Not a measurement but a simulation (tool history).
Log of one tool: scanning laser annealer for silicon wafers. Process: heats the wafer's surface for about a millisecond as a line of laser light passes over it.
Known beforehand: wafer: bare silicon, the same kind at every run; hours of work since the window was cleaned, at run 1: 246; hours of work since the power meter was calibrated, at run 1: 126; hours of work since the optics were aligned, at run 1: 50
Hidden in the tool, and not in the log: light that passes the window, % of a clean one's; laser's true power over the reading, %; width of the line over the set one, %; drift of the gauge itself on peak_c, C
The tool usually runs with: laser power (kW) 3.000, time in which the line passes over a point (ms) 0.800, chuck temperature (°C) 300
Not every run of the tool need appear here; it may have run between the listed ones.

run   hour  laser power (kW)  time in which the line passes over a point (ms)  chuck temperature (°C)  hours of work since the window was cleaned  hours of work since the power meter was calibrated  hours of work since the optics were aligned  highest temperature of the surface (°C)
  1    0.0             3.000                                            0.800                     300                                         246                                                 126                                           50                                     1045
  2   12.7             3.000                                            0.800                     300                                         255                                                 136                                           60                                     1045
  3   22.6             3.000                                            0.800                     300                                         263                                                 143                                           68                                     1042
  4   40.3             3.000                                            0.800                     300                                         277                                                 157                                           81                                     1040
  5   54.0             3.000                                            0.800                     300                                         287                                                 168                                           92                                     1038
  6   63.7             3.000                                            0.800                     300                                         295                                                 175                                          100                                     1043
  7   78.0             3.000                                            0.800                     300                                         306                                                 186                                          111                                     1040
  8   87.5             3.000                                            0.800                     300                                         313                                                 194                                          118                                     1038
  9  106.3             3.000                                            0.800                     300                                         328                                                 208                                          133                                     1033
 10  119.0             3.000                                            0.800                     300                                         338                                                 218                                          142                                     1032
     128.6  -- window over the wafer cleaned
 11  138.1             3.299                                            0.785                     330                                           7                                                 232                                          156                                     1127
 12  155.7             3.169                                            0.842                     288                                          21                                                 245                                          169                                     1079
 13  164.9             3.029                                            0.704                     298                                          28                                                 252                                          176                                      975
     173.8  -- window over the wafer cleaned, once more
 14  179.7             3.238                                            0.800                     300                                           5                                                 262                                          186                                     1136
 15  196.9             3.158                                            0.577                     320                                          18                                                 276                                          200                                      990
 16  216.6             3.238                                            0.774                     323                                          33                                                 291                                          215                                     1146
 17  231.2             3.238                                            0.774                     323                                          44                                                 302                                          226                                     1142
 18  246.2             2.828                                            0.662                     263                                          56                                                 314                                          238                                      905
 19  257.4             2.828                                            0.662                     263                                          65                                                 323                                          247                                      903
 20  270.4             2.828                                            0.662                     263                                          75                                                 333                                          257                                      902

Forecast each of these 5 alternatives for the next run:
  A  287.3             3.283                                            0.758                     266                                          88                                                 346                                          270                                        ?
  B  287.3             2.862                                            0.846                     300                                          88                                                 346                                          270                                        ?
  C  287.3             2.828                                            0.593                     263                                          88                                                 346                                          270                                        ?
  D  287.3             3.200                                            0.800                     306                                          88                                                 346                                          270                                        ?
  E  287.3             3.100                                            0.738                     324                                          88                                                 346                                          270                                        ?

run  highest temperature of the surface (°C)
  A                                     1082
  B                                     1051
  C                                      860
  D                                     1123
  E                                     1076
With the hidden condition removed and each run's random variation left untouched, the same runs would have given:
run  highest temperature of the surface (°C)
  A                                     1102
  B                                     1069
  C                                      875
  D                                     1143
  E                                     1094

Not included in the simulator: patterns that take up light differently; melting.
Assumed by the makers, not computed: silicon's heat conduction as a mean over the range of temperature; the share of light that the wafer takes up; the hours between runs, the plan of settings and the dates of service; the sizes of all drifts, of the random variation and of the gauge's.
